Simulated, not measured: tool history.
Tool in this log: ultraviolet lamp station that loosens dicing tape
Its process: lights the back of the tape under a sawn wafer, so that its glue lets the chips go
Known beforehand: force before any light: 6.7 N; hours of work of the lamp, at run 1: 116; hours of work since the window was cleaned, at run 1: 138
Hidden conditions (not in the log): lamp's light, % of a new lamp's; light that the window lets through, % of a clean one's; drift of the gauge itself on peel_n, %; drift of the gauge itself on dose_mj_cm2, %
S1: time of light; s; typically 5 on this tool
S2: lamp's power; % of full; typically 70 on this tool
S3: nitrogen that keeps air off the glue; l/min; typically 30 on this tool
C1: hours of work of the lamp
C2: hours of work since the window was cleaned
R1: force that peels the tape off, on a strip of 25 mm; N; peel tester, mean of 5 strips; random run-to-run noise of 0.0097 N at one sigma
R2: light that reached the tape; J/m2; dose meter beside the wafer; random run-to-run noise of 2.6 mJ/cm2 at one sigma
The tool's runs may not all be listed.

run	day	S1	S2	S3	C1	C2	R1	R2
1	0	5	70	30	116	138	0.506	2960
2	0.242	5	70	30	120	142	0.518	2980
3	0.5	5	70	30	124	146	0.534	3000
4	0.779	4	70	30	128	151	0.84	2380
5	1.258	4	70	30	136	158	0.846	2330
6	1.679	9	70	30	142	165	0.166	5250
7	1.992	5	84	30	147	170	0.358	3490
8	2.238	5	70	12	151	173	1.043	2930
9	2.771	5	70	12	159	182	1.069	2860
10	3.275	5	70	30	167	190	0.564	2880
11	3.629	9	70	30	173	195	0.181	5080
12	3.996	9	70	30	178	201	0.175	5080
13	4.488	9	70	30	186	209	0.174	5030
14	5.029	4	74	58	194	217	0.566	2350
15	5.354	5	70	30	200	222	0.614	2780
16	5.892	7	63	19	208	230	0.54	3510
# day 5.933: window cleaned of glue's vapour
17	6.192	2	95	14	212	4	2.495	1440
18	6.729	4	70	40	221	12	0.873	2050
19	7.05	6	73	55	226	17	0.297	3240
20	7.283	6	73	55	229	21	0.3	3190
# day 7.525: window cleaned of glue's vapour, once more
21	7.604	5	77	10	234	1	0.969	3210
22	7.829	5	77	12	238	5	0.846	3230
23	8.146	6	72	30	242	10	0.332	3630

Branching from run 23: 3 alternative next runs. What would each branch give?
A	8.696	8	76	53	251	18	?	?
B	8.696	8	72	18	251	18	?	?
C	8.696	2	90	46	251	18	?	?

run	R1	R2
A	0.147	5020
B	0.266	4770
C	1.443	1480
Without the tool's hidden state the same runs would have given:
run	R1	R2
A	0.135	5660
B	0.21	5370
C	1.201	1670
